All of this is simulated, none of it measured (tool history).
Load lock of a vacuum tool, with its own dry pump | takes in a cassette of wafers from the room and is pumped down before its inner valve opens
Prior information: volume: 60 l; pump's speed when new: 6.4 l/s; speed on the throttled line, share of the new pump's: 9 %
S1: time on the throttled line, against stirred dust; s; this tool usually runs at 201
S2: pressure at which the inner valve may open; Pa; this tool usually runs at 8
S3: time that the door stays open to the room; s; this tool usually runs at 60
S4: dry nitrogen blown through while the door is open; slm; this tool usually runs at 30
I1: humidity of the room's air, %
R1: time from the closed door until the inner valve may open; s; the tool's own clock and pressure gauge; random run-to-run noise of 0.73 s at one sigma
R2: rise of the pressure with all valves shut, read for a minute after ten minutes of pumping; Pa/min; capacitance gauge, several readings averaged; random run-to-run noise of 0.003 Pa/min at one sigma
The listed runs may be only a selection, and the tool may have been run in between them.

run,hour,S1,S2,S3,S4,I1,R1,R2
1,0.0,201,8,60,30,43.8,274.8,0.031
2,99.1,201,8,60,30,44.9,273.9,0.040
3,274.1,201,8,60,30,41.0,274.8,0.035
4,358.5,167,8,60,30,43.3,244.4,0.039
5,471.1,201,8,60,8,45.2,275.7,0.050
6,558.0,129,8,60,30,41.9,210.2,0.043
7,683.4,223,8,60,30,46.3,295.2,0.040
8,766.7,223,8,60,30,44.2,295.2,0.037
9,865.0,223,8,60,30,45.6,294.7,0.042
10,950.8,223,8,60,30,47.7,292.8,0.040
11,1111.2,201,8,60,6,45.1,274.4,0.059
12,1219.0,201,8,60,6,44.9,275.1,0.058
13,1324.9,201,8,60,6,45.4,275.1,0.060
14,1481.5,201,9,60,30,42.7,274.6,0.036
15,1642.7,201,9,60,30,42.2,273.8,0.040
16,1745.0,201,9,60,7,44.4,274.4,0.058
17,1895.3,378,8,60,30,46.5,435.6,0.041
18,2062.3,378,8,60,30,46.0,435.8,0.042
19,2150.2,378,8,60,30,46.5,435.9,0.040
20,2323.4,210,8,60,30,44.3,284.2,0.047
21,2439.5,210,8,60,30,42.5,285.2,0.037
22,2550.9,210,8,180,30,43.8,284.4,0.070
23,2691.8,135,7,27,10,44.2,218.1,0.040
24,2843.7,166,11,58,21,47.4,240.5,0.050
25,2983.0,166,8,100,16,46.8,244.7,0.067
26,3093.9,201,7,169,30,45.8,279.8,0.072
27,3222.2,201,9,159,4,39.8,274.8,0.091
28,3396.9,141,8,98,30,45.0,223.8,0.056
29,3520.5,201,9,95,30,42.8,275.7,0.048
30,3610.2,140,13,63,18,45.2,217.3,0.053
31,3696.4,301,15,81,15,41.8,361.3,0.059
32,3858.2,301,15,81,15,45.2,360.1,0.061
33,3974.7,301,10,50,15,45.7,366.3,0.055
34,4104.9,301,10,50,15,45.2,363.5,0.051
35,4195.0,396,11,101,6,41.8,450.2,0.076
36,4332.0,396,11,101,6,43.1,450.3,0.075
37,4465.1,201,8,33,30,48.3,277.3,0.048

Below, some changes in R1 between adjacent runs. For each, the amount present without the hidden state too (settings, incoming material, random variation) and the amount remaining for the hidden state with gauge scatter not shared by both compared results:
What the log doesn't record here: pump's speed, % of a new pump's; leak at the door's seal, Pa l/s; drift of the gauge itself on ready_s, %; drift of the gauge itself on rise_pa_min, %.
Run 16 -> 17: S1 201 -> 378, S2 9 -> 8, S4 7 -> 30. R1 +161.2 s: hidden state -0.8, all else +162.0.
Run 19 -> 20: S1 378 -> 210. R1 -151.7 s: hidden state +1.0, all else -152.7.
Run 30 -> 31: S1 140 -> 301, S2 13 -> 15, S3 63 -> 81, S4 18 -> 15. R1 +144.0 s: hidden state -1.0, all else +145.0.
Run 36 -> 37: S1 396 -> 201, S2 11 -> 8, S3 101 -> 33, S4 6 -> 30. R1 -173.0 s: hidden state +1.7, all else -174.7.

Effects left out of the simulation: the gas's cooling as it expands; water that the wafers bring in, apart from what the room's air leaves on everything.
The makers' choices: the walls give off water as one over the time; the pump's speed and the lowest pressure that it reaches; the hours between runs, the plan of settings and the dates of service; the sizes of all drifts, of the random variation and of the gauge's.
